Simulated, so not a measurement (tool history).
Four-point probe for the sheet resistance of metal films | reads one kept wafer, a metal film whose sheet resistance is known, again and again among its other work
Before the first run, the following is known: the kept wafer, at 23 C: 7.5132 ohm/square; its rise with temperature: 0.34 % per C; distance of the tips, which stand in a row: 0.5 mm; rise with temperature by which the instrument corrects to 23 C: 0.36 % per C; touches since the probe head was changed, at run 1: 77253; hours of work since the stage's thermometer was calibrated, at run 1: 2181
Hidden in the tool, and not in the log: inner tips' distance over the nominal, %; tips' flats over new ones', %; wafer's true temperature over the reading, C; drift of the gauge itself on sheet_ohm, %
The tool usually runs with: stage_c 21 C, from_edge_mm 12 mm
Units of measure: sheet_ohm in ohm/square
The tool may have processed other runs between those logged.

run    hour  stage_c  from_edge_mm  touches since the probe head was changed  hours of work since the stage's thermometer was calibrated  sheet_ohm
  1     0.0       21            12                                     77253                                                        2181   7.403363
  2    86.4       23            12                                     81092                                                        2231   7.396272
  3   210.8       23            12                                     86623                                                        2302   7.389910
  4   319.4       18            12                                     91448                                                        2365   7.391391
  5   395.8       18            12                                     94846                                                        2408   7.386194
      462.9  -- new probe head fitted
  6   469.5       18            12                                       292                                                        2450   7.530910
  7   571.1       18            12                                      4810                                                        2508   7.522953
  8   696.3       18            12                                     10374                                                        2580   7.520852
  9   788.7       21            12                                     14478                                                        2633   7.510853
      833.3  -- stage's thermometer calibrated
 10   865.6       21            12                                     17876                                                          19   7.521438
 11   921.1       33            12                                     20340                                                          50   7.501223
 12  1038.9       33            12                                     25580                                                         118   7.492892
 13  1141.9       21            12                                     30156                                                         177   7.504908
 14  1221.7       21            12                                     33704                                                         223   7.500605
 15  1299.8       21            12                                     37172                                                         268   7.496124
 16  1362.1       24            22                                     39944                                                         303   7.482454
 17  1418.0       24            22                                     42427                                                         335   7.478387
 18  1532.5       24            22                                     47514                                                         401   7.474927
 19  1645.5       24            10                                     52540                                                         466   7.472431
 20  1723.2       24            10                                     55992                                                         511   7.467651
 21  1844.4       31            39                                     61376                                                         580   7.445981
 22  1958.9       21            13                                     66469                                                         646   7.454914
 23  2073.8       27            58                                     71576                                                         712   7.434931
 24  2189.1       20             5                                     76700                                                         778   7.476436
 25  2274.3       20             5                                     80487                                                         827   7.476658
 26  2376.9       31            42                                     85047                                                         886   7.411438
 27  2465.6       30            14                                     88989                                                         936   7.413889
 28  2567.5       25            18                                     93516                                                         995   7.413646
 29  2632.7       25            18                                     96414                                                        1032   7.405717

Alternative continuations, all from the tool just after run 29; predict every row:
     2667.8  -- new probe head fitted
  A  2720.6       21             6                                      2344                                                        1082          ?
     2667.8  -- new probe head fitted
  B  2720.6       18             5                                      2344                                                        1082          ?
     2667.8  -- new probe head fitted
  C  2720.6       33            14                                      2344                                                        1082          ?

run  sheet_ohm
  A   7.526102
  B   7.542581
  C   7.489592
With no hidden state in the tool, these same runs would have given:
run  sheet_ohm
  A   7.544561
  B   7.561145
  C   7.507718

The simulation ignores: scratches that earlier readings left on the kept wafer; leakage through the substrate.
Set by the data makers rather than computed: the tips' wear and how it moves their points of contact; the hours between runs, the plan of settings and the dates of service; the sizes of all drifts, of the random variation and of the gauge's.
